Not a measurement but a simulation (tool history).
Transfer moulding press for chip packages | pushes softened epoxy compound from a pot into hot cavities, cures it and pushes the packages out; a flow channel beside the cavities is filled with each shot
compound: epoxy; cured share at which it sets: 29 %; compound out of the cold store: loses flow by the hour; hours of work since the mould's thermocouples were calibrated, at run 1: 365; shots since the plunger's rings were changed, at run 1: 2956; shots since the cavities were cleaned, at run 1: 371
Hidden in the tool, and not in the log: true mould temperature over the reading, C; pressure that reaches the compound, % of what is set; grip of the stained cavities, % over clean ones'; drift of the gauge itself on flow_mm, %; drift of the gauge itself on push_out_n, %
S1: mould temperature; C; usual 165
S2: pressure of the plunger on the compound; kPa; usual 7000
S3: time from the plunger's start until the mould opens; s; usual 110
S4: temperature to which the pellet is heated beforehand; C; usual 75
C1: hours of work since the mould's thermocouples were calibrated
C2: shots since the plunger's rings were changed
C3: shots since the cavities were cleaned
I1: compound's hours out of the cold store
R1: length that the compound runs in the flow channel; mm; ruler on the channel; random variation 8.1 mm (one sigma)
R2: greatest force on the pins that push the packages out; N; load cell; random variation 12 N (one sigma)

run   hour   S1    S2   S3  S4   C1    C2   C3    I1   R1    R2
  1    0.0  165  7000  110  75  365  2956  371  43.8  814   806
  2    7.8  165  7000  110  75  369  3039  454  25.2  870   897
  3   22.7  165  7000  110  75  378  3197  612  39.0  824   934
  4   35.0  165  7000  110  75  385  3326  741  25.8  848  1006
      38.1  -- cavities cleaned with cleaning compound and waxed
  5   43.5  165  5400  110  75  389  3401   58  32.2  745   624
  6   54.3  165  5400  110  75  396  3516  173  19.9  767   714
  7   69.5  165  5400  110  75  405  3676  333  47.0  700   770
  8   77.6  159  5400  110  75  410  3762  419  42.0  730  1385
  9   88.8  159  5400  110  75  416  3881  538  41.0  741  1483
 10  100.9  159  5400  110  75  423  4009  666  27.1  770  1609
 11  108.7  165  7000  110  75  428  4092  749  44.6  798  1017
     111.5  -- cavities cleaned with cleaning compound and waxed
 12  119.2  165  7000  110  75  433  4186   81  29.5  850   637
 13  131.2  165  7000  110  75  440  4314  209  28.2  839   734
     134.7  -- mould's thermocouples calibrated
 14  143.7  165  7000  110  82    5  4426  321  22.8  865   780
 15  152.3  162  7000  110  75   10  4516  411   9.5  914  1239
 16  164.2  163  7000  128  75   17  4643  538  21.7  867   776
 17  171.2  165  7000  110  75   22  4717  612  24.0  836  1021
     183.9  -- mould's thermocouples calibrated, once more
 18  184.8  163  7240  121  69    1  4839  734  37.4  822   861
     188.4  -- cavities cleaned with cleaning compound and waxed
 19  194.7  163  7240  121  69    5  4928   67  27.1  847   562
 20  210.3  161  7730  112  69   15  5094  233  29.9  864   933
 21  217.0  165  6310  130  85   19  5165  304  17.6  797   533
 22  231.7  165  6310  130  85   27  5321  460  36.1  766   549
 23  246.2  165  6250   94  85   36  5474  613  21.9  783  1289
 24  253.3  165  6250   94  85   40  5549  688  45.9  705  1224
     261.6  -- cavities cleaned with cleaning compound and waxed
 25  269.8  170  6250   94  82   49  5708   87  23.2  754   564
 26  278.3  165  7740  110  75   54  5798  177  37.4  816   676
 27  293.9  165  7740  110  75   63  5963  342  47.6  795   717
 28  302.5  173  8570  133  83   68  6054  433  24.3  857   487
     310.7  -- plunger's sealing rings changed
 29  317.6  173  5680  133  67   76    73  567  30.1  784   502

Forecast each of these 3 alternatives for the next run:
  A  329.0  171  6150  110  67  82  194  688  23.2   ?   ?
  B  329.0  166  5680   94  65  82  194  688  25.4   ?   ?
  C  329.0  171  5680  121  70  82  194  688  18.4   ?   ?

run   R1    R2
  A  849   646
  B  821  1311
  C  836   572
Without the tool's hidden state the same runs would have given:
run   R1   R2
  A  852  386
  B  824  776
  C  838  341
